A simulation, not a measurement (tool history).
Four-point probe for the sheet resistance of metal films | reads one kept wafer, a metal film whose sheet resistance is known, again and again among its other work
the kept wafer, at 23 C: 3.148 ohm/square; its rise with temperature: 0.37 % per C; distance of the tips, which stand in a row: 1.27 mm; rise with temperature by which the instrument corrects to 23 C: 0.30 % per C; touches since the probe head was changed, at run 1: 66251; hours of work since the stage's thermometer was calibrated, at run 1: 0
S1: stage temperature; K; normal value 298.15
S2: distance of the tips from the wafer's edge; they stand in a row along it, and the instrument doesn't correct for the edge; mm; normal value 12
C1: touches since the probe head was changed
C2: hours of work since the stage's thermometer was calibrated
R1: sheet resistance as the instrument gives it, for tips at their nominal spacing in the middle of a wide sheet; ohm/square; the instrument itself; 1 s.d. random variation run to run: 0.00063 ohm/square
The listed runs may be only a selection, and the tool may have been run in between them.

{"run": 1, "hour": 0.0, "S1": 298.15, "S2": 12, "C1": 66251, "C2": 0, "R1": 3.184303}
{"run": 2, "hour": 90.3, "S1": 298.15, "S2": 12, "C1": 67863, "C2": 55, "R1": 3.184297}
{"run": 3, "hour": 151.7, "S1": 301.15, "S2": 12, "C1": 68959, "C2": 92, "R1": 3.190826}
{"run": 4, "hour": 216.7, "S1": 292.15, "S2": 12, "C1": 70119, "C2": 132, "R1": 3.173868}
{"run": 5, "hour": 285.3, "S1": 298.15, "S2": 12, "C1": 71342, "C2": 173, "R1": 3.185665}
{"run": 6, "hour": 333.1, "S1": 298.15, "S2": 12, "C1": 72195, "C2": 202, "R1": 3.186432}
{"run": 7, "hour": 385.0, "S1": 298.15, "S2": 12, "C1": 73122, "C2": 234, "R1": 3.186324}
{"run": 8, "hour": 478.9, "S1": 298.15, "S2": 12, "C1": 74798, "C2": 291, "R1": 3.186816}
{"run": 9, "hour": 578.4, "S1": 298.15, "S2": 12, "C1": 76573, "C2": 351, "R1": 3.18702}
{"run": 10, "hour": 653.1, "S1": 298.15, "S2": 5, "C1": 77907, "C2": 397, "R1": 3.27514}
{"run": 11, "hour": 711.2, "S1": 299.15, "S2": 12, "C1": 78943, "C2": 432, "R1": 3.18992}
{"run": 12, "hour": 795.3, "S1": 299.15, "S2": 12, "C1": 80444, "C2": 483, "R1": 3.190832}
{"run": 13, "hour": 887.9, "S1": 299.15, "S2": 9, "C1": 82097, "C2": 540, "R1": 3.205487}
{"run": 14, "hour": 949.7, "S1": 307.15, "S2": 12, "C1": 83200, "C2": 577, "R1": 3.205704}
{"run": 15, "hour": 1016.7, "S1": 307.15, "S2": 4, "C1": 84395, "C2": 618, "R1": 3.351622}
{"run": 16, "hour": 1083.5, "S1": 307.15, "S2": 4, "C1": 85588, "C2": 658, "R1": 3.352259}
{"run": 17, "hour": 1166.8, "S1": 307.15, "S2": 4, "C1": 87074, "C2": 709, "R1": 3.350709}
{"run": 18, "hour": 1209.3, "S1": 295.15, "S2": 21, "C1": 87832, "C2": 735, "R1": 3.171435}
{"run": 19, "hour": 1298.7, "S1": 292.15, "S2": 6, "C1": 89429, "C2": 789, "R1": 3.233078}
{"run": 20, "hour": 1397.0, "S1": 292.15, "S2": 6, "C1": 91184, "C2": 849, "R1": 3.235225}
{"run": 21, "hour": 1459.0, "S1": 293.15, "S2": 19, "C1": 92290, "C2": 887, "R1": 3.170491}
{"run": 22, "hour": 1524.8, "S1": 293.15, "S2": 3, "C1": 93465, "C2": 927, "R1": 3.439357}

Expected results for the next run?
{"run": 23, "hour": 1602.5, "S1": 302.15, "S2": 3, "C1": 94851, "C2": 974, "R1": "?"}

Run 23 measured R1 3.458697 ohm/square.
Had the tool carried no hidden state, the very same run would have given R1 3.435741 ohm/square.
